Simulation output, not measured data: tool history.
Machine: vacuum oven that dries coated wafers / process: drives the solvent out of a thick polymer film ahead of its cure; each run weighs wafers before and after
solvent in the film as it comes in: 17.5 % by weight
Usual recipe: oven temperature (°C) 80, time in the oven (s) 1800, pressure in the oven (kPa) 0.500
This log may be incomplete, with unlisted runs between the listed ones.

Run 1, hour 0.0: usual settings. Result: solvent left in the film (%) 2.80.
Run 2, hour 91.9: usual settings. Result: solvent left in the film (%) 2.76.
Run 3, hour 160.7: usual settings. Result: solvent left in the film (%) 2.81.
Run 4, hour 220.5: usual settings but time in the oven (s) 1620. Result: solvent left in the film (%) 3.08.
Run 5, hour 303.4: usual settings but time in the oven (s) 1680. Result: solvent left in the film (%) 2.95.
Run 6, hour 347.5: usual settings but time in the oven (s) 1680. Result: solvent left in the film (%) 2.96.
Run 7, hour 443.7: usual settings but time in the oven (s) 1680. Result: solvent left in the film (%) 3.03.
Run 8, hour 545.8: usual settings but pressure in the oven (kPa) 1.806. Result: solvent left in the film (%) 4.55.
Run 9, hour 615.8: usual settings but time in the oven (s) 3060. Result: solvent left in the film (%) 2.29.
Run 10, hour 677.1: usual settings. Result: solvent left in the film (%) 2.76.
Run 11, hour 779.2: usual settings. Result: solvent left in the film (%) 2.89.
Run 12, hour 827.2: usual settings. Result: solvent left in the film (%) 2.90.
Run 13, hour 893.4: usual settings but oven temperature (°C) 65, pressure in the oven (kPa) 0.348. Result: solvent left in the film (%) 6.47.
Run 14, hour 997.8: usual settings but oven temperature (°C) 65, time in the oven (s) 1620, pressure in the oven (kPa) 0.516. Result: solvent left in the film (%) 7.34.
Run 15, hour 1071.0: usual settings but oven temperature (°C) 84, time in the oven (s) 3180, pressure in the oven (kPa) 1.398. Result: solvent left in the film (%) 2.99.
Run 16, hour 1169.8: usual settings but oven temperature (°C) 84, time in the oven (s) 3180, pressure in the oven (kPa) 1.398. Result: solvent left in the film (%) 3.13.

What will run 17 give?
At hour 1193.7: oven's thermocouples calibrated.
Run 17, hour 1268.2: usual settings but time in the oven (s) 2760, pressure in the oven (kPa) 1.442. Result: solvent left in the film (%) ?.

solvent left in the film (%): 4.39
Were there no unlogged condition in the tool, this run, its random variation unchanged, would have produced solvent left in the film (%) 2.41.

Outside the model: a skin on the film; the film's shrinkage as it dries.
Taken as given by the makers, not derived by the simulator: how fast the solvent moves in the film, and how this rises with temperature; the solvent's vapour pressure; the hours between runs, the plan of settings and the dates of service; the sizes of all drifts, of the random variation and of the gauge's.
